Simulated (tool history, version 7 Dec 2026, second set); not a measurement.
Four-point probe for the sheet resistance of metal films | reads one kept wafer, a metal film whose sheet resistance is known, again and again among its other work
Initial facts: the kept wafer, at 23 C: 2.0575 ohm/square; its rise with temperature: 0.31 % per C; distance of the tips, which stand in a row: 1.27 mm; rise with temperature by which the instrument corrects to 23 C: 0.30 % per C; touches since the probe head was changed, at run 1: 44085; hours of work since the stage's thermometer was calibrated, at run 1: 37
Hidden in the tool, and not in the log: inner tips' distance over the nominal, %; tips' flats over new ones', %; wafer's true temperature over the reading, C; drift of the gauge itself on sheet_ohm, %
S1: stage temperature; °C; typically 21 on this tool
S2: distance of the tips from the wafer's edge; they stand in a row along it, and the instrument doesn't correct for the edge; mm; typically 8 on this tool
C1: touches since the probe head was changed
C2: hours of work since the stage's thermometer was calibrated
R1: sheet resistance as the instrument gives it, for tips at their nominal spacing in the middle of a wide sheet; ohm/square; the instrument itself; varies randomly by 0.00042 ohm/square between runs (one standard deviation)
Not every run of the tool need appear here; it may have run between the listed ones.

{"run": 1, "hour": 0.0, "S1": 21, "S2": 8, "C1": 44085, "C2": 37, "R1": 2.07862}
{"run": 2, "hour": 51.9, "S1": 32, "S2": 8, "C1": 45510, "C2": 71, "R1": 2.079936}
{"run": 3, "hour": 78.4, "S1": 32, "S2": 8, "C1": 46238, "C2": 88, "R1": 2.079961}
{"run": 4, "hour": 133.6, "S1": 19, "S2": 8, "C1": 47755, "C2": 125, "R1": 2.078414}
{"run": 5, "hour": 168.4, "S1": 21, "S2": 44, "C1": 48712, "C2": 147, "R1": 2.051313}
{"run": 6, "hour": 196.7, "S1": 21, "S2": 44, "C1": 49490, "C2": 166, "R1": 2.051295}
{"run": 7, "hour": 229.6, "S1": 21, "S2": 44, "C1": 50393, "C2": 187, "R1": 2.050902}
{"run": 8, "hour": 281.1, "S1": 21, "S2": 44, "C1": 51809, "C2": 221, "R1": 2.050357}
{"hour": 286.1, "done": "stage's thermometer calibrated"}
{"run": 9, "hour": 335.3, "S1": 21, "S2": 44, "C1": 53284, "C2": 32, "R1": 2.051086}
{"run": 10, "hour": 393.7, "S1": 21, "S2": 6, "C1": 54887, "C2": 70, "R1": 2.098516}
{"run": 11, "hour": 432.9, "S1": 23, "S2": 11, "C1": 55965, "C2": 96, "R1": 2.065701}
{"run": 12, "hour": 473.2, "S1": 27, "S2": 6, "C1": 57073, "C2": 123, "R1": 2.099286}
{"run": 13, "hour": 501.2, "S1": 27, "S2": 38, "C1": 57843, "C2": 141, "R1": 2.051688}
{"hour": 533.1, "done": "stage's thermometer calibrated, once more"}
{"run": 14, "hour": 533.1, "S1": 23, "S2": 13, "C1": 58705, "C2": 0, "R1": 2.058632}

Each row is a separate what-if for the run after 14, all from the same tool condition, not one after another. Results?
{"run": "A", "hour": 567.2, "S1": 27, "S2": 14, "C1": 59641, "C2": 22, "R1": "?"}
{"run": "B", "hour": 567.2, "S1": 20, "S2": 6, "C1": 59641, "C2": 22, "R1": "?"}
{"run": "C", "hour": 567.2, "S1": 31, "S2": 8, "C1": 59641, "C2": 22, "R1": "?"}

run=A R1=2.057937
run=B R1=2.096002
run=C R1=2.07702
What these runs would have given with no unlogged condition in the tool:
run=A R1=2.067338
run=B R1=2.105556
run=C R1=2.086504
